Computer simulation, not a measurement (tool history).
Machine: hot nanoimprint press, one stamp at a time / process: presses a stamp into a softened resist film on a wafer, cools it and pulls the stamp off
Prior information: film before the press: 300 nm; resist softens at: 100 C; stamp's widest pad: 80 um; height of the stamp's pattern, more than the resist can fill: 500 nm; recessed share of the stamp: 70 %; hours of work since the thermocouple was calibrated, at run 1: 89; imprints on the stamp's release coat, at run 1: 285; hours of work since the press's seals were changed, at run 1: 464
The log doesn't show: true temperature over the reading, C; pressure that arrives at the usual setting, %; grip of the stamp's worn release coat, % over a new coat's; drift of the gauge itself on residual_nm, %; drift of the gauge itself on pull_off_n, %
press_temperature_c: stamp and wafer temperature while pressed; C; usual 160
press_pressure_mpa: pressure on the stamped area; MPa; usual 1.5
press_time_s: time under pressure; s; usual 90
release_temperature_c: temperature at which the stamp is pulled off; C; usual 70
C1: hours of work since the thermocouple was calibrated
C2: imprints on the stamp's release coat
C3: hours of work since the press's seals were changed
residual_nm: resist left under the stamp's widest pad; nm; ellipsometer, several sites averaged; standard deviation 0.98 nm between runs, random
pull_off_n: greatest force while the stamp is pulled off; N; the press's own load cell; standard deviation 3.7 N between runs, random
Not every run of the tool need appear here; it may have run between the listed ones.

Run 1, hour 0: usual settings; C1 89; C2 285; C3 464. Result: residual_nm 178.4 nm, pull_off_n 181 N.
Run 2, hour 54.7: usual settings; C1 121; C2 513; C3 495. Result: residual_nm 176.3 nm, pull_off_n 205 N.
Run 3, hour 95.3: usual settings; C1 144; C2 683; C3 519. Result: residual_nm 174.7 nm, pull_off_n 202 N.
At hour 111.4: stamp cleaned and given a new release coat.
Run 4, hour 132.5: usual settings but press_time_s 72 s; C1 163; C2 88; C3 537. Result: residual_nm 189.9 nm, pull_off_n 181 N.
Run 5, hour 173: usual settings but press_time_s 72 s; C1 186; C2 258; C3 561. Result: residual_nm 187.7 nm, pull_off_n 187 N.
Run 6, hour 199.9: usual settings but release_temperature_c 56 C; C1 202; C2 370; C3 576. Result: residual_nm 176.1 nm, pull_off_n 258 N.
Run 7, hour 258.1: usual settings; C1 235; C2 614; C3 610. Result: residual_nm 175.1 nm, pull_off_n 199 N.
At hour 291: stamp cleaned and given a new release coat.
Run 8, hour 291: usual settings but press_temperature_c 169 C; C1 251; C2 0; C3 626. Result: residual_nm 133.7 nm, pull_off_n 171 N.
Run 9, hour 349.6: usual settings but press_temperature_c 169 C; C1 285; C2 245; C3 660. Result: residual_nm 134.1 nm, pull_off_n 178 N.
Run 10, hour 395.7: usual settings; C1 312; C2 438; C3 686. Result: residual_nm 173.9 nm, pull_off_n 195 N.
Run 11, hour 425.3: usual settings; C1 329; C2 562; C3 703. Result: residual_nm 172.8 nm, pull_off_n 194 N.
At hour 472.6: stamp cleaned and given a new release coat.
Run 12, hour 474.1: usual settings; C1 354; C2 6; C3 728. Result: residual_nm 173.7 nm, pull_off_n 164 N.
Run 13, hour 531.2: usual settings; C1 387; C2 245; C3 761. Result: residual_nm 174.2 nm, pull_off_n 168 N.
Run 14, hour 571.3: usual settings; C1 410; C2 413; C3 785. Result: residual_nm 174.3 nm, pull_off_n 189 N.
Run 15, hour 621.3: usual settings but press_temperature_c 172 C, press_time_s 72 s; C1 439; C2 622; C3 814. Result: residual_nm 132.3 nm, pull_off_n 198 N.
At hour 651.3: stamp cleaned and given a new release coat.
Run 16, hour 662.2: usual settings but press_temperature_c 172 C, press_time_s 72 s; C1 459; C2 46; C3 834. Result: residual_nm 132 nm, pull_off_n 172 N.
At hour 668.9: plate thermocouple calibrated.
Run 17, hour 707.6: usual settings but press_time_s 94 s; C1 22; C2 223; C3 858. Result: residual_nm 167.1 nm, pull_off_n 175 N.
Run 18, hour 734.1: usual settings but press_time_s 94 s; C1 38; C2 335; C3 874. Result: residual_nm 165.8 nm, pull_off_n 179 N.
Run 19, hour 762.2: usual settings but press_temperature_c 170 C, release_temperature_c 76 C; C1 54; C2 452; C3 890. Result: residual_nm 126.9 nm, pull_off_n 154 N.
Run 20, hour 788.1: usual settings but press_temperature_c 170 C, release_temperature_c 76 C; C1 69; C2 561; C3 905. Result: residual_nm 125.6 nm, pull_off_n 159 N.
Run 21, hour 823.5: usual settings but press_temperature_c 168 C, press_pressure_mpa 2.23 MPa, release_temperature_c 68 C; C1 90; C2 709; C3 926. Result: residual_nm 106.6 nm, pull_off_n 205 N.
At hour 833.8: stamp cleaned and given a new release coat.
Run 22, hour 878.6: usual settings but press_temperature_c 162 C, press_pressure_mpa 2.23 MPa, press_time_s 148 s, release_temperature_c 68 C; C1 118; C2 187; C3 954. Result: residual_nm 109.2 nm, pull_off_n 184 N.
At hour 889.4: plate thermocouple calibrated, once more.
Run 23, hour 935.9: usual settings but release_temperature_c 78 C; C1 27; C2 414; C3 986. Result: residual_nm 181.3 nm, pull_off_n 158 N.
Run 24, hour 979.1: usual settings but press_temperature_c 154 C, release_temperature_c 71 C; C1 52; C2 595; C3 1011. Result: residual_nm 211.2 nm, pull_off_n 201 N.
At hour 1018.7: stamp cleaned and given a new release coat.
Run 25, hour 1020.8: usual settings but press_time_s 140 s, release_temperature_c 74 C; C1 73; C2 9; C3 1031. Result: residual_nm 157.2 nm, pull_off_n 157 N.
Run 26, hour 1079.1: usual settings but press_temperature_c 148 C, press_pressure_mpa 1.08 MPa, press_time_s 57 s, release_temperature_c 61 C; C1 106; C2 253; C3 1065. Result: residual_nm 275.9 nm, pull_off_n 232 N.

Here are 3 independent what-if runs from the current tool condition. What would each one return?
Run A, hour 1128.7: usual settings but press_temperature_c 163 C, press_pressure_mpa 1.08 MPa, press_time_s 48 s, release_temperature_c 61 C; C1 135; C2 461; C3 1094. Result: residual_nm ?, pull_off_n ?.
Run B, hour 1128.7: usual settings but press_temperature_c 148 C, press_pressure_mpa 1.08 MPa, press_time_s 57 s, release_temperature_c 67 C; C1 135; C2 461; C3 1094. Result: residual_nm ?, pull_off_n ?.
Run C, hour 1128.7: usual settings but press_temperature_c 148 C, press_pressure_mpa 0.98 MPa, press_time_s 57 s, release_temperature_c 66 C; C1 135; C2 461; C3 1094. Result: residual_nm ?, pull_off_n ?.

run  residual_nm  pull_off_n
  A        222.2         226
  B          271         210
  C        276.4         221
With no hidden state in the tool, these same runs would have given:
run  residual_nm  pull_off_n
  A        221.4         202
  B        270.9         187
  C        276.4         197

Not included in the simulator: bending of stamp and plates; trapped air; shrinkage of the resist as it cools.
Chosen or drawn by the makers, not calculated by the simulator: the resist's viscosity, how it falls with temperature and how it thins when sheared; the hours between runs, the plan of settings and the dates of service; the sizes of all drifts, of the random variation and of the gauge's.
